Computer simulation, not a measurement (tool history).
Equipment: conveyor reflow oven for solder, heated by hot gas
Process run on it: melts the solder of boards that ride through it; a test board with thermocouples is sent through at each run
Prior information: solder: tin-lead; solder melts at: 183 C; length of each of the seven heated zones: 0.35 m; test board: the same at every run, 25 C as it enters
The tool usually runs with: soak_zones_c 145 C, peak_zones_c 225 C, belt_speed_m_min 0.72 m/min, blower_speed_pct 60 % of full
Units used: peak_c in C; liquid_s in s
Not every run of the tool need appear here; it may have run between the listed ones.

| run | hour | soak_zones_c | peak_zones_c | belt_speed_m_min | blower_speed_pct | peak_c | liquid_s |
|---|---|---|---|---|---|---|---|
| 1 | 0 | 145 | 225 | 0.72 | 60 | 200.4 | 29.5 |
| 2 | 26.9 | 145 | 225 | 0.72 | 60 | 200.1 | 29.6 |
| 3 | 66.2 | 145 | 225 | 0.72 | 60 | 199.7 | 29.6 |
| 4 | 90.7 | 145 | 225 | 0.72 | 60 | 199.1 | 29 |
| 5 | 114.7 | 145 | 216 | 0.72 | 60 | 192.6 | 20 |
| 6 | 146.5 | 145 | 225 | 0.72 | 60 | 199.4 | 28.6 |
|  | 179.7 | flux residue cleaned out of gas plates and filters |
| 7 | 184.5 | 136 | 225 | 0.72 | 60 | 201.3 | 29.5 |
| 8 | 217.9 | 136 | 225 | 0.72 | 60 | 200.7 | 28.2 |
| 9 | 239.7 | 136 | 225 | 0.72 | 60 | 200.5 | 28.2 |
| 10 | 264.3 | 138 | 219 | 0.72 | 55 | 194.7 | 21.7 |
| 11 | 281.7 | 138 | 219 | 0.72 | 55 | 195.3 | 21.6 |

Run 12 comes next. What will it give?
| 12 | 300.6 | 138 | 219 | 0.72 | 55 | ? | ? |

peak_c: 194.7 C
liquid_s: 21.5 s
Were there no unlogged condition in the tool, this run, its random variation unchanged, would have produced peak_c 195.5 C, liquid_s 22.5 s.

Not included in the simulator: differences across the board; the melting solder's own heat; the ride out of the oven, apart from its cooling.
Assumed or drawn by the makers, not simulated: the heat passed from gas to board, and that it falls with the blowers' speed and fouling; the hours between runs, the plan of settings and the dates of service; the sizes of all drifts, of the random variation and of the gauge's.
